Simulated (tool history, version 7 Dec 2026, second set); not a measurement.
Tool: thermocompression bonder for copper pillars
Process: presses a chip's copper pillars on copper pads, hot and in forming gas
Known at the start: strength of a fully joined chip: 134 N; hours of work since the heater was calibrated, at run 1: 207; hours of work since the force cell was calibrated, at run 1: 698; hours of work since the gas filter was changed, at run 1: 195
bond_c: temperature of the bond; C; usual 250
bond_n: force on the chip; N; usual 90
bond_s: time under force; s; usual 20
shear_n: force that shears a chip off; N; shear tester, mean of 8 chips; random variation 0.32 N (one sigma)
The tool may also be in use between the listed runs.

run     day  bond_c  bond_n  bond_s  hours of work since the heater was calibrated  hours of work since the force cell was calibrated  hours of work since the gas filter was changed  shear_n
  1       0     250      90      20                                            207                                                698                                             195     70.7
  2     0.4     250      90      20                                            212                                                703                                             201     71.7
  3   0.638     250      99      20                                            215                                                707                                             204     76.7
  4   0.996     250      99      20                                            220                                                711                                             209     76.6
  5   1.329     250      99      20                                            225                                                716                                             213     76.4
  6   1.642     250      99      20                                            229                                                720                                             217     76.6
  7   1.975     250      93      20                                            233                                                724                                             222       73
  8   2.288     250      93      20                                            237                                                729                                             226     73.5
  9   2.492     250      90      20                                            240                                                731                                             229     71.4
 10   2.738     250      90      20                                            243                                                735                                             232     71.4
 11   3.167     250      94      20                                            249                                                740                                             238     74.6
 12   3.617     250      82      20                                            255                                                746                                             244     66.4
 13   3.896     250      82      20                                            259                                                750                                             248     65.9
 14   4.162     250      90      20                                            263                                                754                                             251     71.4
 15   4.442     250      90      20                                            266                                                757                                             255     70.8
 16     4.9     250      90      20                                            272                                                764                                             261     71.7
 17   5.162     243      90      20                                            276                                                767                                             265     64.5
 18   5.546     243      90      20                                            281                                                772                                             270     64.6
 19   5.975     243      90      20                                            287                                                778                                             275       64
 20   6.271     243      90      20                                            291                                                782                                             279     64.5
 21   6.758     243      90      20                                            297                                                788                                             286     64.6
 22   7.204     248      60      30                                            303                                                794                                             292     57.5
 23   7.575     248      60      30                                            308                                                799                                             297     57.2
 24   8.029     248      60      30                                            314                                                805                                             303     57.4
 25   8.367     250      90      12                                            319                                                810                                             307     60.2
 26   8.571     277      77      12                                            322                                                813                                             310       79
 27   8.804     277      77      12                                            325                                                816                                             313     79.3
 28   9.012     277      77      12                                            327                                                819                                             316     78.9
 29   9.317     272      55      12                                            332                                                823                                             320     55.4
      9.446  -- gauge calibrated
 30   9.583     256      60      56                                            335                                                826                                             324     79.5
 31   9.846     256      60      56                                            339                                                830                                             327     78.7
 32  10.096     227     114      20                                            342                                                833                                             331     59.4
 33  10.442     224      86      33                                            347                                                838                                             335     52.8
 34  10.825     249      90      32                                            352                                                843                                             340     81.7
 35  11.233     249      57      32                                            357                                                848                                             346     55.8
 36  11.579     250     118      23                                            362                                                853                                             350     89.5
 37  11.946     247      65      42                                            367                                                858                                             355     67.8
 38  12.154     247      65      32                                            369                                                861                                             358     61.4
 39    12.5     267      57      14                                            374                                                865                                             363     55.4
 40  12.771     256      59      20                                            378                                                869                                             366     55.4

Forecast each of these 3 alternatives for the next run:
  A  13.042     250      78      20                                            381                                                872                                             370        ?
  B  13.042     276      71      50                                            381                                                872                                             370        ?
  C  13.042     251      88      45                                            381                                                872                                             370        ?

run  shear_n
  A     63.4
  B    106.6
  C     90.4
Without the tool's hidden state the same runs would have given:
run  shear_n
  A     62.9
  B    105.8
  C     89.7
